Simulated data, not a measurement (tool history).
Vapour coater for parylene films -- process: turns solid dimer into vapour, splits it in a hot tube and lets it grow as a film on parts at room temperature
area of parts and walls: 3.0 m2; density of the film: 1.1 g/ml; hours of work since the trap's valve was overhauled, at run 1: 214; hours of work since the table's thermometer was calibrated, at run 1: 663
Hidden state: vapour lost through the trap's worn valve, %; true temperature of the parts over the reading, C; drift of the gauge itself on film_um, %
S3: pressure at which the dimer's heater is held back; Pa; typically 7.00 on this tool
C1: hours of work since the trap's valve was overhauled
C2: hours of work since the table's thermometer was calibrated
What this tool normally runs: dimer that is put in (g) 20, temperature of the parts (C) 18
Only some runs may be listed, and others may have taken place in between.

{"run": 1, "hour": 0.0, "dimer that is put in (g)": 20, "temperature of the parts (C)": 18, "S3": 7.0, "C1": 214, "C2": 663, "thickness of the film (nm)": 3850}
{"run": 2, "hour": 71.6, "dimer that is put in (g)": 20, "temperature of the parts (C)": 18, "S3": 7.0, "C1": 274, "C2": 723, "thickness of the film (nm)": 3840}
{"run": 3, "hour": 126.2, "dimer that is put in (g)": 20, "temperature of the parts (C)": 18, "S3": 7.0, "C1": 319, "C2": 768, "thickness of the film (nm)": 3870}
{"run": 4, "hour": 209.6, "dimer that is put in (g)": 20, "temperature of the parts (C)": 18, "S3": 7.8, "C1": 388, "C2": 836, "thickness of the film (nm)": 3800}
{"hour": 240.1, "done": "trap's valve overhauled"}
{"run": 5, "hour": 271.1, "dimer that is put in (g)": 20, "temperature of the parts (C)": 18, "S3": 7.0, "C1": 26, "C2": 884, "thickness of the film (nm)": 3920}
{"run": 6, "hour": 340.5, "dimer that is put in (g)": 20, "temperature of the parts (C)": 18, "S3": 7.0, "C1": 83, "C2": 941, "thickness of the film (nm)": 3920}
{"hour": 353.8, "done": "table's thermometer calibrated"}
{"run": 7, "hour": 404.1, "dimer that is put in (g)": 20, "temperature of the parts (C)": 18, "S3": 7.0, "C1": 135, "C2": 41, "thickness of the film (nm)": 3900}
{"run": 8, "hour": 460.2, "dimer that is put in (g)": 20, "temperature of the parts (C)": 18, "S3": 7.0, "C1": 181, "C2": 88, "thickness of the film (nm)": 3880}
{"run": 9, "hour": 512.8, "dimer that is put in (g)": 20, "temperature of the parts (C)": 15, "S3": 7.0, "C1": 224, "C2": 131, "thickness of the film (nm)": 4260}
{"run": 10, "hour": 582.1, "dimer that is put in (g)": 20, "temperature of the parts (C)": 18, "S3": 6.06, "C1": 282, "C2": 189, "thickness of the film (nm)": 4020}
{"run": 11, "hour": 648.1, "dimer that is put in (g)": 20, "temperature of the parts (C)": 18, "S3": 6.06, "C1": 336, "C2": 243, "thickness of the film (nm)": 4000}
{"run": 12, "hour": 710.7, "dimer that is put in (g)": 20, "temperature of the parts (C)": 18, "S3": 6.51, "C1": 388, "C2": 295, "thickness of the film (nm)": 3960}
{"hour": 741.2, "done": "trap's valve overhauled"}
{"run": 13, "hour": 796.3, "dimer that is put in (g)": 20, "temperature of the parts (C)": 18, "S3": 6.51, "C1": 45, "C2": 362, "thickness of the film (nm)": 3980}
{"hour": 830.1, "done": "gauge calibrated"}
{"run": 14, "hour": 838.5, "dimer that is put in (g)": 20, "temperature of the parts (C)": 24, "S3": 6.51, "C1": 80, "C2": 397, "thickness of the film (nm)": 3270}
{"run": 15, "hour": 875.5, "dimer that is put in (g)": 35, "temperature of the parts (C)": 18, "S3": 11.34, "C1": 111, "C2": 427, "thickness of the film (nm)": 6400}
{"run": 16, "hour": 949.1, "dimer that is put in (g)": 33, "temperature of the parts (C)": 18, "S3": 2.42, "C1": 172, "C2": 488, "thickness of the film (nm)": 7270}
{"run": 17, "hour": 1001.4, "dimer that is put in (g)": 33, "temperature of the parts (C)": 18, "S3": 2.42, "C1": 215, "C2": 531, "thickness of the film (nm)": 7350}
{"run": 18, "hour": 1080.4, "dimer that is put in (g)": 34, "temperature of the parts (C)": 20, "S3": 3.31, "C1": 280, "C2": 597, "thickness of the film (nm)": 6870}
{"run": 19, "hour": 1161.6, "dimer that is put in (g)": 34, "temperature of the parts (C)": 20, "S3": 3.31, "C1": 347, "C2": 664, "thickness of the film (nm)": 6920}
{"run": 20, "hour": 1217.7, "dimer that is put in (g)": 30, "temperature of the parts (C)": 20, "S3": 3.31, "C1": 393, "C2": 710, "thickness of the film (nm)": 6090}
{"hour": 1241.1, "done": "trap's valve overhauled"}
{"run": 21, "hour": 1291.1, "dimer that is put in (g)": 10, "temperature of the parts (C)": 12, "S3": 3.44, "C1": 41, "C2": 767, "thickness of the film (nm)": 2550}
{"run": 22, "hour": 1350.6, "dimer that is put in (g)": 20, "temperature of the parts (C)": 22, "S3": 7.0, "C1": 90, "C2": 816, "thickness of the film (nm)": 3500}

Forecast run 23:
{"run": 23, "hour": 1428.5, "dimer that is put in (g)": 20, "temperature of the parts (C)": 14, "S3": 8.29, "C1": 155, "C2": 881, "thickness of the film (nm)": "?"}

Run 23 came out at thickness of the film (nm) 4260.
On a tool with no hidden condition, and with the same random variation, this run would have come out at thickness of the film (nm) 4180.
